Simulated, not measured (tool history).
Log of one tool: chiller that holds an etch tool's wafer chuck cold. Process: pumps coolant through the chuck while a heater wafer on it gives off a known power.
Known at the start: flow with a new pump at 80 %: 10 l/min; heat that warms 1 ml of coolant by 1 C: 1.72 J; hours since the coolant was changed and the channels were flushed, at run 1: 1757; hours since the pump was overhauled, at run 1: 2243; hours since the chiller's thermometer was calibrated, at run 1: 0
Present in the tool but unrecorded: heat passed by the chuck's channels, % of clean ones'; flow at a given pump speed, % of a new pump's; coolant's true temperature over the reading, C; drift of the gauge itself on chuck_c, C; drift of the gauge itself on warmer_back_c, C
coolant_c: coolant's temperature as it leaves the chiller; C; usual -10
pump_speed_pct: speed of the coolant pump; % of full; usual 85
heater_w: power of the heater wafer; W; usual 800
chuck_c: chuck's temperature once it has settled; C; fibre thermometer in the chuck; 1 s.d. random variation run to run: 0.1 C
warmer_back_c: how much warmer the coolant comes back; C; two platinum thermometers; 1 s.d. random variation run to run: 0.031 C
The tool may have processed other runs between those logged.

run,hour,coolant_c,pump_speed_pct,heater_w,hours since the coolant was changed and the channels were flushed,hours since the pump was overhauled,hours since the chiller's thermometer was calibrated,chuck_c,warmer_back_c
1,0,-10,85,800,1757,2243,0,-1.9,2.81
2,163.8,-1,85,800,1921,2407,164,7.2,2.86
3,237.8,-10,85,800,1995,2481,238,-1.9,2.94
4,403.4,-10,85,800,2160,2646,403,-1.6,2.87
5,577.7,-10,85,800,2335,2820,578,-1.5,2.97
6,653.6,-10,85,800,2411,2896,654,-1.4,2.96
7,754.1,-4,85,800,2511,2997,754,4.7,2.99
8,876.7,-4,85,800,2634,3119,877,4.8,3.01
9,1025.4,-4,97,800,2783,3268,1025,4.3,2.66
10,1110,-15,70,800,2867,3353,1110,-5,3.65
11,1280,-11,60,791,3037,3523,1280,0,4.32
12,1455.4,-11,72,1197,3213,3698,1455,4.2,5.41
13,1560.8,-11,72,1197,3318,3804,1561,4.3,5.44
14,1716.1,-5,79,688,3473,3959,1716,3.7,2.83
15,1788.9,-20,76,688,3546,4032,1789,-11.1,2.92
16,1911.4,-1,99,493,3668,4154,1911,4.5,1.66
17,2029.7,-9,85,800,3787,4272,2030,0.8,3.13
# hour 2062.8: coolant pump overhauled
18,2159,-10,61,503,3911,96,2154,-3.1,2.34

4 options for the next run, each taken on its own from the tool as it stands now. Forecast them:
# hour 2209: chiller's thermometer calibrated
A,2249.2,-18,69,672,4000,185,40,?,?
# hour 2209: chiller's thermometer calibrated
B,2249.2,-20,61,638,4000,185,40,?,?
# hour 2209: chiller's thermometer calibrated
C,2249.2,-10,85,733,4000,185,40,?,?
# hour 2209: chiller's thermometer calibrated
D,2249.2,-10,61,631,4000,185,40,?,?

run,chuck_c,warmer_back_c
A,-9.8,2.75
B,-11.5,2.94
C,-2,2.44
D,-1.5,2.93
With no hidden state in the tool, these same runs would have given:
run,chuck_c,warmer_back_c
A,-11.3,2.73
B,-13.1,2.92
C,-3.5,2.42
D,-3.1,2.91

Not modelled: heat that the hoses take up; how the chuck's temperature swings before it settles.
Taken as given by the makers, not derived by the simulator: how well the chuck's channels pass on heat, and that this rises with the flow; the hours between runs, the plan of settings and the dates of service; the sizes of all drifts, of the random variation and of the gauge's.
